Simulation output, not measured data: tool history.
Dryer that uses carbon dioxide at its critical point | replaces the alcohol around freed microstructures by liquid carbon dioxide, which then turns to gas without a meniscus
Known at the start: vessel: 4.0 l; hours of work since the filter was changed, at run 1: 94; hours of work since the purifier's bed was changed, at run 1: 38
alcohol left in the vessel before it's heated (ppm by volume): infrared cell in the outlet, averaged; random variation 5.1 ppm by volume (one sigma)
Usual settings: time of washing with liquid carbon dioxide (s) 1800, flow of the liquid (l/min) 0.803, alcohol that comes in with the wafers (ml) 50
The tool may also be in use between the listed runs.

| run | day | time of washing with liquid carbon dioxide (s) | flow of the liquid (l/min) | alcohol that comes in with the wafers (ml) | hours of work since the filter was changed | hours of work since the purifier's bed was changed | alcohol left in the vessel before it's heated (ppm by volume) |
|---|---|---|---|---|---|---|---|
| 1 | 0 | 1800 | 0.803 | 50 | 94 | 38 | 71 |
| 2 | 0.342 | 1800 | 0.803 | 50 | 98 | 42 | 84 |
| 3 | 0.496 | 1800 | 0.803 | 50 | 100 | 43 | 77 |
| 4 | 0.775 | 1800 | 0.803 | 50 | 103 | 46 | 74 |
| 5 | 1.071 | 1800 | 0.803 | 50 | 106 | 50 | 76 |
| 6 | 1.412 | 2220 | 0.803 | 50 | 110 | 54 | 38 |
| 7 | 1.771 | 2220 | 0.803 | 50 | 114 | 58 | 39 |
| 8 | 2.088 | 2220 | 0.803 | 50 | 118 | 61 | 48 |
| 9 | 2.367 | 2220 | 0.803 | 50 | 121 | 64 | 42 |
| 10 | 2.571 | 2220 | 0.803 | 50 | 123 | 67 | 50 |
| 11 | 2.804 | 2220 | 0.803 | 21 | 126 | 69 | 36 |
| 12 | 3.083 | 1800 | 0.803 | 22 | 129 | 72 | 54 |
| 13 | 3.233 | 1800 | 0.803 | 22 | 131 | 74 | 64 |
| 14 | 3.562 | 1800 | 0.803 | 22 | 134 | 78 | 61 |
| 15 | 3.762 | 1800 | 0.803 | 22 | 137 | 80 | 63 |
| 16 | 4.062 | 1800 | 0.803 | 22 | 140 | 83 | 59 |
| 17 | 4.392 | 1800 | 0.803 | 22 | 144 | 87 | 62 |
| 18 | 4.758 | 1800 | 0.803 | 22 | 148 | 91 | 64 |
| 19 | 5.092 | 1800 | 0.803 | 22 | 151 | 95 | 57 |
| 20 | 5.375 | 1800 | 0.803 | 50 | 155 | 98 | 101 |
| 21 | 5.629 | 1800 | 1.186 | 50 | 157 | 101 | 41 |
| 22 | 5.908 | 1800 | 1.186 | 50 | 161 | 104 | 42 |
| 23 | 6.117 | 1800 | 0.803 | 50 | 163 | 106 | 109 |
| 24 | 6.275 | 1380 | 0.803 | 50 | 165 | 108 | 253 |
| 25 | 6.483 | 1380 | 0.803 | 50 | 167 | 111 | 270 |
| 26 | 6.725 | 1320 | 0.73 | 50 | 170 | 113 | 434 |
| 27 | 6.929 | 1320 | 0.495 | 50 | 172 | 116 | 1289 |
| 28 | 7.217 | 1140 | 0.557 | 24 | 175 | 119 | 667 |
| 29 | 7.592 | 1920 | 0.557 | 24 | 179 | 123 | 177 |
| 30 | 7.904 | 2400 | 0.609 | 24 | 183 | 127 | 81 |
| 31 | 8.125 | 2400 | 0.609 | 24 | 185 | 129 | 73 |
| 32 | 8.346 | 2400 | 0.609 | 24 | 188 | 131 | 90 |
| 33 | 8.704 | 2400 | 0.609 | 24 | 192 | 135 | 86 |
| 34 | 9.008 | 2160 | 0.986 | 99 | 195 | 139 | 56 |
| 35 | 9.383 | 1860 | 0.896 | 99 | 200 | 143 | 111 |
| 36 | 9.6 | 1800 | 0.63 | 94 | 202 | 146 | 484 |
| 37 | 9.788 | 1800 | 0.709 | 50 | 204 | 148 | 176 |
| 38 | 10.029 | 1800 | 0.828 | 119 | 207 | 150 | 198 |
| 39 | 10.375 | 1320 | 0.523 | 26 | 211 | 154 | 609 |
| 40 | 10.671 | 1920 | 1.263 | 21 | 214 | 158 | 58 |
| 41 | 10.933 | 1920 | 0.591 | 35 | 217 | 161 | 217 |
| 42 | 11.179 | 1860 | 1.147 | 20 | 220 | 163 | 56 |
| 43 | 11.517 | 2400 | 0.615 | 47 | 224 | 167 | 112 |
| 44 | 11.829 | 2100 | 0.545 | 20 | 227 | 171 | 136 |
| 45 | 12.058 | 2100 | 0.545 | 20 | 230 | 173 | 142 |
| 46 | 12.421 | 2220 | 0.803 | 89 | 234 | 177 | 94 |

Forecast each of these 4 alternatives for the next run:
| A | 12.579 | 2400 | 0.803 | 50 | 236 | 179 | ? |
| B | 12.579 | 1380 | 0.541 | 47 | 236 | 179 | ? |
| C | 12.579 | 2220 | 0.803 | 83 | 236 | 179 | ? |
| D | 12.579 | 1260 | 1.203 | 38 | 236 | 179 | ? |

| run | alcohol left in the vessel before it's heated (ppm by volume) |
|---|---|
| A | 74 |
| B | 916 |
| C | 83 |
| D | 92 |
Without the tool's hidden state the same runs would have given:
| run | alcohol left in the vessel before it's heated (ppm by volume) |
|---|---|
| A | 18 |
| B | 777 |
| C | 22 |
| D | 31 |
